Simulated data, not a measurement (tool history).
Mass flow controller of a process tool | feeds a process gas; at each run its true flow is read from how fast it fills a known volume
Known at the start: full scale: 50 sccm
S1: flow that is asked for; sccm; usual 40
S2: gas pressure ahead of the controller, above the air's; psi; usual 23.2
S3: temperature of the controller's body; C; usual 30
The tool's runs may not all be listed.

{"run": 1, "hour": 0.0, "S1": 40, "S2": 23.2, "S3": 30, "true flow (%)": 99.59}
{"run": 2, "hour": 79.0, "S1": 27, "S2": 23.2, "S3": 30, "true flow (%)": 99.03}
{"run": 3, "hour": 178.3, "S1": 40, "S2": 23.2, "S3": 30, "true flow (%)": 99.77}
{"run": 4, "hour": 337.7, "S1": 40, "S2": 38.1, "S3": 30, "true flow (%)": 100.56}
{"run": 5, "hour": 470.8, "S1": 40, "S2": 38.1, "S3": 30, "true flow (%)": 100.45}
{"run": 6, "hour": 624.8, "S1": 40, "S2": 38.1, "S3": 30, "true flow (%)": 100.45}
{"run": 7, "hour": 793.9, "S1": 40, "S2": 38.1, "S3": 30, "true flow (%)": 100.52}
{"run": 8, "hour": 873.8, "S1": 40, "S2": 26.3, "S3": 30, "true flow (%)": 100.42}
{"run": 9, "hour": 1004.4, "S1": 40, "S2": 26.3, "S3": 30, "true flow (%)": 100.36}
{"run": 10, "hour": 1192.9, "S1": 26, "S2": 26.3, "S3": 28, "true flow (%)": 99.55}
{"run": 11, "hour": 1295.2, "S1": 40, "S2": 20.9, "S3": 39, "true flow (%)": 101.19}
{"run": 12, "hour": 1444.9, "S1": 46, "S2": 27.1, "S3": 20, "true flow (%)": 99.97}
{"run": 13, "hour": 1607.9, "S1": 40, "S2": 36.3, "S3": 25, "true flow (%)": 100.62}

3 ways to go on from here, each from the tool as it stands after run 13. What would each give?
{"run": "A", "hour": 1790.9, "S1": 16, "S2": 27.3, "S3": 29, "true flow (%)": "?"}
{"run": "B", "hour": 1790.9, "S1": 33, "S2": 26.5, "S3": 35, "true flow (%)": "?"}
{"run": "C", "hour": 1790.9, "S1": 40, "S2": 29.6, "S3": 25, "true flow (%)": "?"}

run=A true_flow_(%)=99.51
run=B true_flow_(%)=100.9
run=C true_flow_(%)=100.45
Without the tool's hidden state the same runs would have given:
run=A true_flow_(%)=98.56
run=B true_flow_(%)=99.93
run=C true_flow_(%)=99.48
